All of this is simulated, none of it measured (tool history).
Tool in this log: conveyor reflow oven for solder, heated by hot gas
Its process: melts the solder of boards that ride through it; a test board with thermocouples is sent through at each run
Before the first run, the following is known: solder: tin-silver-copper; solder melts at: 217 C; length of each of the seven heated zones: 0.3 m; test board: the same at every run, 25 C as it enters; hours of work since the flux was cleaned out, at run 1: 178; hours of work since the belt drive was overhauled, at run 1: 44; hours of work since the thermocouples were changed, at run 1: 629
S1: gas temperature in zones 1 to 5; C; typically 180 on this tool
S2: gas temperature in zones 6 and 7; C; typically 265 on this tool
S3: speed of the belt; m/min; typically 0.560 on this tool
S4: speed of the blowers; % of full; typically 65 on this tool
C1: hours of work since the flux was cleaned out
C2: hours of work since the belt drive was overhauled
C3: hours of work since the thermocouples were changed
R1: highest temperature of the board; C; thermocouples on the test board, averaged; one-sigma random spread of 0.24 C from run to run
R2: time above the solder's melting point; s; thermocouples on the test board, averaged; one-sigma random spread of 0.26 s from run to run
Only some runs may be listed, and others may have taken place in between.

run   hour   S1   S2     S3  S4   C1   C2   C3     R1    R2
  1    0.0  180  265  0.560  65  178   44  629  252.1  50.5
  2   10.2  180  256  0.560  65  183   49  634  244.1  45.4
  3   16.0  180  259  0.560  65  186   52  637  246.9  47.3
  4   27.7  180  259  0.560  65  192   57  643  247.1  47.5
  5   38.2  182  259  0.560  65  197   63  648  247.4  48.0
  6   47.5  182  259  0.560  65  202   67  652  247.6  48.0
  7   53.3  182  259  0.560  65  205   70  655  247.4  48.4
  8   63.4  171  259  0.560  65  210   75  660  245.9  43.3
  9   69.9  171  259  0.560  65  213   78  664  245.6  43.2
 10   81.6  171  259  0.560  65  219   84  669  245.4  43.2
 11   92.5  180  265  0.560  65  224   90  675  252.3  50.5
 12  102.2  180  265  0.560  65  229   94  680  252.2  50.8
 13  112.6  180  265  0.560  65  234  100  685  252.6  50.1
 14  124.6  180  265  0.560  56  240  106  691  250.9  48.6
 15  131.3  180  265  0.560  56  243  109  694  250.6  48.8
     142.1  -- flux residue cleaned out of gas plates and filters
 16  147.3  180  265  0.560  56    3  114  700  250.3  48.6
 17  157.8  180  265  0.560  68    8  120  705  253.0  50.9
 18  168.9  188  265  0.630  65   13  125  710  250.5  46.0
 19  180.8  188  265  0.630  63   19  131  716  250.1  45.6
 20  191.8  169  265  0.630  63   25  136  722  246.6  38.0
 21  203.2  180  274  0.560  65   30  142  727  260.7  54.7
 22  210.6  180  274  0.560  65   34  146  731  260.2  54.2
 23  219.3  180  278  0.461  63   38  150  735  269.1  71.0
 24  230.0  180  278  0.461  63   44  155  741  269.1  71.2
 25  236.4  180  278  0.461  63   47  159  744  268.8  70.5
 26  241.2  180  278  0.461  63   49  161  746  268.5  70.4
 27  252.7  187  276  0.456  63   55  167  752  267.8  74.5
 28  262.1  187  276  0.456  63   60  171  757  267.4  73.4
 29  271.9  193  276  0.456  59   65  176  761  267.6  75.8
 30  280.1  190  276  0.590  59   69  180  766  260.9  54.2
 31  289.9  180  265  0.560  75   73  185  770  253.8  52.2

Predict each of these 4 candidate next runs independently; none follows another, all start after run 31:
  A  297.7  180  254  0.489  88  77  189  774   ?   ?
  B  297.7  172  265  0.510  65  77  189  774   ?   ?
  C  297.7  180  265  0.473  74  77  189  774   ?   ?
  D  297.7  171  269  0.600  65  77  189  774   ?   ?

run     R1    R2
  A  248.7  57.8
  B  253.9  54.4
  C  257.5  64.2
  D  252.3  44.1
Without the tool's hidden state the same runs would have given:
run     R1    R2
  A  248.6  57.7
  B  253.8  54.4
  C  257.5  64.2
  D  252.3  44.1

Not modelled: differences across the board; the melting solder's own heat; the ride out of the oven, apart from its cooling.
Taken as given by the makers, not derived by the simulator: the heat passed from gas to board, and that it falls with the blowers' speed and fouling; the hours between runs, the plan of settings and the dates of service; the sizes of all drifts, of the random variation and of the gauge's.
